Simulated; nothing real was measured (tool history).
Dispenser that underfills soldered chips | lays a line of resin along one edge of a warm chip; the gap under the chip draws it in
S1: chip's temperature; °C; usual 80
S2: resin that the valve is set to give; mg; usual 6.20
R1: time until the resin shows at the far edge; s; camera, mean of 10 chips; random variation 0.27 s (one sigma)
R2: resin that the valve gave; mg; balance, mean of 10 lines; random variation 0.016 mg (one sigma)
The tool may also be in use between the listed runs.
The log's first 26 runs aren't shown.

run	hour	S1	S2	R1	R2
27	121.1	87	8.06	4.1	7.93
# hour 127.1: new syringe of resin
28	127.5	87	8.06	2.4	7.90
29	133.7	70	6.03	5.6	5.88
30	138.5	65	8.05	8.3	7.83
31	144.2	65	5.97	11.4	5.83
# hour 145.1: new syringe of resin
32	148.0	65	7.11	6.1	6.92
33	152.5	68	6.38	6.4	6.20
34	157.3	68	6.38	8.2	6.15
# hour 158.6: dispensing valve cleaned and set on the balance
35	161.7	86	6.12	5.2	6.11
# hour 164.2: new syringe of resin
36	164.8	66	6.43	5.3	6.43
37	170.8	80	6.47	3.4	6.41

Forecast each of these 3 alternatives for the next run:
A	173.6	79	6.32	?	?
B	173.6	79	6.52	?	?
C	173.6	80	7.71	?	?

run	R1	R2
A	5.0	6.25
B	5.1	6.50
C	4.6	7.62
Without the tool's hidden state the same runs would have given:
run	R1	R2
A	3.4	6.31
B	3.5	6.56
C	3.1	7.68
